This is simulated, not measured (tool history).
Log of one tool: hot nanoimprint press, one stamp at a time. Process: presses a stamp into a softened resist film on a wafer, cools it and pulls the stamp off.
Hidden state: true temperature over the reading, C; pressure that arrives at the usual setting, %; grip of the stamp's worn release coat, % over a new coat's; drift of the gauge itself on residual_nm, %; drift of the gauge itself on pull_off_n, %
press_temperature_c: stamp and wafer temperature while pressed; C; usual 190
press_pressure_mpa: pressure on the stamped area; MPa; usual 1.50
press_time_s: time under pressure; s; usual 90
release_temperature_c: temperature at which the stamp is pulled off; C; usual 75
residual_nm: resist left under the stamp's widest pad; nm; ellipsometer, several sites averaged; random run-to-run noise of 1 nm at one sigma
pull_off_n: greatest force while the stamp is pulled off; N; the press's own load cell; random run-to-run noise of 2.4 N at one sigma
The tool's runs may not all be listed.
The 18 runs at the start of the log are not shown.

| run | day | press_temperature_c | press_pressure_mpa | press_time_s | release_temperature_c | hours of work since the thermocouple was calibrated | imprints on the stamp's release coat | hours of work since the press's seals were changed | residual_nm | pull_off_n |
|---|---|---|---|---|---|---|---|---|---|---|
| 19 | 8.733 | 193 | 1.50 | 71 | 63 | 399 | 619 | 362 | 184.6 | 176 |
| 20 | 9.254 | 193 | 1.50 | 71 | 63 | 405 | 648 | 368 | 183.4 | 177 |
| 21 | 9.708 | 190 | 1.50 | 90 | 76 | 410 | 672 | 374 | 193.7 | 151 |
| 22 | 10.121 | 201 | 1.41 | 127 | 75 | 415 | 695 | 378 | 101.2 | 147 |
| 23 | 10.804 | 202 | 1.41 | 108 | 75 | 423 | 732 | 387 | 103.0 | 153 |
|  | 11.154 | plate thermocouple calibrated |
| 24 | 11.321 | 202 | 1.41 | 120 | 75 | 2 | 753 | 391 | 88.2 | 149 |
| 25 | 12.017 | 202 | 1.41 | 120 | 75 | 10 | 791 | 399 | 90.6 | 150 |
| 26 | 12.358 | 202 | 1.41 | 120 | 75 | 14 | 809 | 403 | 90.2 | 153 |
| 27 | 12.988 | 190 | 2.26 | 68 | 75 | 22 | 844 | 411 | 167.6 | 150 |
| 28 | 13.538 | 190 | 2.26 | 83 | 75 | 28 | 873 | 417 | 156.3 | 149 |
| 29 | 13.962 | 190 | 2.26 | 83 | 75 | 33 | 896 | 422 | 158.8 | 156 |
| 30 | 14.571 | 201 | 1.94 | 88 | 81 | 40 | 929 | 430 | 94.5 | 142 |

3 options for the next run, each taken on its own from the tool as it stands now. Forecast them:
| A | 15.233 | 201 | 1.94 | 113 | 81 | 48 | 965 | 437 | ? | ? |
| B | 15.233 | 188 | 1.50 | 90 | 75 | 48 | 965 | 437 | ? | ? |
| C | 15.233 | 201 | 1.44 | 57 | 81 | 48 | 965 | 437 | ? | ? |

| run | residual_nm | pull_off_n |
|---|---|---|
| A | 85.0 | 145 |
| B | 197.0 | 162 |
| C | 130.4 | 143 |
What these runs would have given with no unlogged condition in the tool:
| run | residual_nm | pull_off_n |
|---|---|---|
| A | 85.0 | 125 |
| B | 197.5 | 141 |
| C | 130.7 | 123 |
